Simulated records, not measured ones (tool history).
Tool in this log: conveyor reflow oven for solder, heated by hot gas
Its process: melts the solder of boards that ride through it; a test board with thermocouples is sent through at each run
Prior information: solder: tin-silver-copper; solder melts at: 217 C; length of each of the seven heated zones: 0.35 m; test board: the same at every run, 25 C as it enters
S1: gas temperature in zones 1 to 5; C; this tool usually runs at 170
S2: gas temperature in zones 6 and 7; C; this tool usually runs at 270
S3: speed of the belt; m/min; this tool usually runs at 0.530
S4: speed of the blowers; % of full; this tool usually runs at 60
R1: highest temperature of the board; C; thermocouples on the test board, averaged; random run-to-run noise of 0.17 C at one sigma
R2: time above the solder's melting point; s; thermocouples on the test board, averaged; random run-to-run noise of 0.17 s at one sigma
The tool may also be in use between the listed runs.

{"run": 1, "hour": 0.0, "S1": 170, "S2": 270, "S3": 0.53, "S4": 60, "R1": 250.8, "R2": 56.2}
{"run": 2, "hour": 28.9, "S1": 178, "S2": 270, "S3": 0.53, "S4": 60, "R1": 251.8, "R2": 60.0}
{"run": 3, "hour": 59.1, "S1": 178, "S2": 270, "S3": 0.53, "S4": 60, "R1": 252.5, "R2": 59.7}
{"run": 4, "hour": 79.5, "S1": 170, "S2": 270, "S3": 0.53, "S4": 60, "R1": 250.4, "R2": 55.7}
{"run": 5, "hour": 104.5, "S1": 170, "S2": 270, "S3": 0.53, "S4": 60, "R1": 250.7, "R2": 55.9}
{"run": 6, "hour": 135.2, "S1": 170, "S2": 270, "S3": 0.53, "S4": 60, "R1": 250.8, "R2": 55.7}
{"run": 7, "hour": 152.5, "S1": 167, "S2": 282, "S3": 0.53, "S4": 60, "R1": 260.4, "R2": 62.0}
{"run": 8, "hour": 182.3, "S1": 167, "S2": 283, "S3": 0.53, "S4": 60, "R1": 261.1, "R2": 62.6}
{"run": 9, "hour": 199.2, "S1": 170, "S2": 265, "S3": 0.53, "S4": 60, "R1": 246.5, "R2": 52.2}
{"run": 10, "hour": 234.6, "S1": 170, "S2": 265, "S3": 0.53, "S4": 60, "R1": 246.6, "R2": 52.2}
{"run": 11, "hour": 265.0, "S1": 179, "S2": 270, "S3": 0.53, "S4": 60, "R1": 252.4, "R2": 60.5}
{"run": 12, "hour": 296.2, "S1": 170, "S2": 270, "S3": 0.537, "S4": 52, "R1": 246.9, "R2": 50.9}

Branching from run 12: 3 alternative next runs. What would each branch give?
{"run": "A", "hour": 331.3, "S1": 170, "S2": 270, "S3": 0.538, "S4": 60, "R1": "?", "R2": "?"}
{"run": "B", "hour": 331.3, "S1": 171, "S2": 285, "S3": 0.53, "S4": 53, "R1": "?", "R2": "?"}
{"run": "C", "hour": 331.3, "S1": 170, "S2": 273, "S3": 0.53, "S4": 86, "R1": "?", "R2": "?"}

run=A R1=250.2 R2=54.4
run=B R1=260.8 R2=63.3
run=C R1=260.0 R2=64.1
With no hidden state in the tool, these same runs would have given:
run=A R1=250.2 R2=54.4
run=B R1=260.8 R2=63.2
run=C R1=260.0 R2=64.1

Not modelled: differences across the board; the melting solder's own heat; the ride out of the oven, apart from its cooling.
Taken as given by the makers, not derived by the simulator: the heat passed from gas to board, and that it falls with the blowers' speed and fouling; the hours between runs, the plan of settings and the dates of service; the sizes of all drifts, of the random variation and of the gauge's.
